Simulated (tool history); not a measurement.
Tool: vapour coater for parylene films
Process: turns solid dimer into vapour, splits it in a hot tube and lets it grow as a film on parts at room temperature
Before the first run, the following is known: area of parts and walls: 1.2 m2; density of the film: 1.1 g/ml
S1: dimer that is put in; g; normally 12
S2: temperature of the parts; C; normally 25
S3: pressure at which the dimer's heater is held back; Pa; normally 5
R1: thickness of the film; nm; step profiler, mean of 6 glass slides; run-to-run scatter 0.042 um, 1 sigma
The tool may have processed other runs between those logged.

Run 1, hour 0: usual settings. Result: R1 4490 nm.
Run 2, hour 26.5: usual settings. Result: R1 4380 nm.
Run 3, hour 47: usual settings. Result: R1 4360 nm.
Run 4, hour 74.6: usual settings. Result: R1 4450 nm.
Run 5, hour 98.8: usual settings. Result: R1 4460 nm.
Run 6, hour 126.5: usual settings but S2 18 C. Result: R1 5990 nm.
Run 7, hour 152.5: usual settings but S2 18 C. Result: R1 5990 nm.
Run 8, hour 180.5: usual settings but S2 18 C. Result: R1 5920 nm.
Run 9, hour 199.9: usual settings but S2 18 C. Result: R1 5990 nm.
Run 10, hour 225.4: usual settings but S2 18 C. Result: R1 5960 nm.
Run 11, hour 260.8: usual settings but S2 18 C. Result: R1 5850 nm.
At hour 280.6: trap's valve overhauled.
Run 12, hour 293.8: usual settings but S1 6 g, S2 18 C. Result: R1 2760 nm.
Run 13, hour 318.2: usual settings but S1 6 g, S2 18 C. Result: R1 2840 nm.
Run 14, hour 340.3: usual settings but S1 16 g. Result: R1 5470 nm.
Run 15, hour 375: usual settings but S1 16 g. Result: R1 5470 nm.
Run 16, hour 399: usual settings but S1 16 g. Result: R1 5470 nm.
At hour 423.5: trap's valve overhauled, once more.
Run 17, hour 435.8: usual settings. Result: R1 4620 nm.
Run 18, hour 468.6: usual settings but S1 10 g. Result: R1 3750 nm.
Run 19, hour 491.9: usual settings but S1 10 g. Result: R1 3810 nm.
Run 20, hour 509.3: usual settings but S1 10 g. Result: R1 3820 nm.
Run 21, hour 541.8: usual settings but S1 10 g. Result: R1 3800 nm.
Run 22, hour 567: usual settings but S1 10 g. Result: R1 3830 nm.
Run 23, hour 588.1: usual settings but S2 29 C. Result: R1 3780 nm.
Run 24, hour 621.4: usual settings but S2 29 C. Result: R1 3770 nm.
Run 25, hour 644.9: usual settings but S2 29 C. Result: R1 3750 nm.
Run 26, hour 680.4: usual settings but S1 8 g, S2 23 C, S3 5.52 Pa. Result: R1 3180 nm.
Run 27, hour 712.8: usual settings but S1 8 g, S2 23 C, S3 5.52 Pa. Result: R1 3180 nm.
Run 28, hour 743.9: usual settings but S1 15 g, S3 10.79 Pa. Result: R1 5220 nm.
Run 29, hour 766.4: usual settings but S1 20 g, S2 30 C, S3 10.06 Pa. Result: R1 5530 nm.
Run 30, hour 793.6: usual settings but S1 11 g, S2 22 C, S3 9.38 Pa. Result: R1 4370 nm.
Run 31, hour 817.6: usual settings but S3 3.99 Pa. Result: R1 4400 nm.
At hour 825.6: trap's valve overhauled.
Run 32, hour 852.5: usual settings but S1 7 g, S2 35 C, S3 10.67 Pa. Result: R1 1640 nm.
Run 33, hour 870.2: usual settings but S1 7 g, S2 35 C, S3 10.67 Pa. Result: R1 1620 nm.
Run 34, hour 896.7: usual settings but S1 11 g, S2 21 C, S3 5.63 Pa. Result: R1 5070 nm.
Run 35, hour 926.1: usual settings but S1 8 g, S2 21 C, S3 5.63 Pa. Result: R1 3600 nm.
Run 36, hour 950.4: usual settings but S1 7 g, S2 35 C, S3 3.81 Pa. Result: R1 1770 nm.
Run 37, hour 972.8: usual settings but S1 7 g, S2 30 C, S3 5.32 Pa. Result: R1 2170 nm.
Run 38, hour 1002.4: usual settings but S1 20 g, S3 9.15 Pa. Result: R1 7210 nm.
Run 39, hour 1022.2: usual settings but S3 2.84 Pa. Result: R1 4660 nm.
Run 40, hour 1037.7: usual settings but S2 29 C, S3 2.84 Pa. Result: R1 3840 nm.
Run 41, hour 1055.1: usual settings but S2 29 C, S3 2.84 Pa. Result: R1 3970 nm.
Run 42, hour 1083.2: usual settings but S2 29 C, S3 2.84 Pa. Result: R1 3910 nm.
Run 43, hour 1111.9: usual settings but S2 20 C, S3 2.34 Pa. Result: R1 5870 nm.
Run 44, hour 1144.2: usual settings but S2 35 C, S3 2.34 Pa. Result: R1 2960 nm.
Run 45, hour 1159.7: usual settings but S1 9 g, S2 27 C, S3 2.34 Pa. Result: R1 3170 nm.
Run 46, hour 1182.9: usual settings but S1 9 g, S2 27 C, S3 3.54 Pa. Result: R1 3080 nm.
Run 47, hour 1211.6: usual settings but S1 5 g. Result: R1 1840 nm.

Forecast each of these 3 alternatives for the next run:
At hour 1226.7: trap's valve overhauled.
Run A, hour 1242.7: usual settings but S3 2.83 Pa. Result: R1 ?.
At hour 1226.7: trap's valve overhauled.
Run B, hour 1242.7: usual settings but S1 5 g, S2 37 C, S3 2.18 Pa. Result: R1 ?.
At hour 1226.7: trap's valve overhauled.
Run C, hour 1242.7: usual settings but S1 5 g, S3 7.07 Pa. Result: R1 ?.

run    R1
  A  4900
  B  1220
  C  1910
Take away the tool's hidden state, keep each run's random variation, and the runs would have read:
run    R1
  A  4790
  B  1190
  C  1860
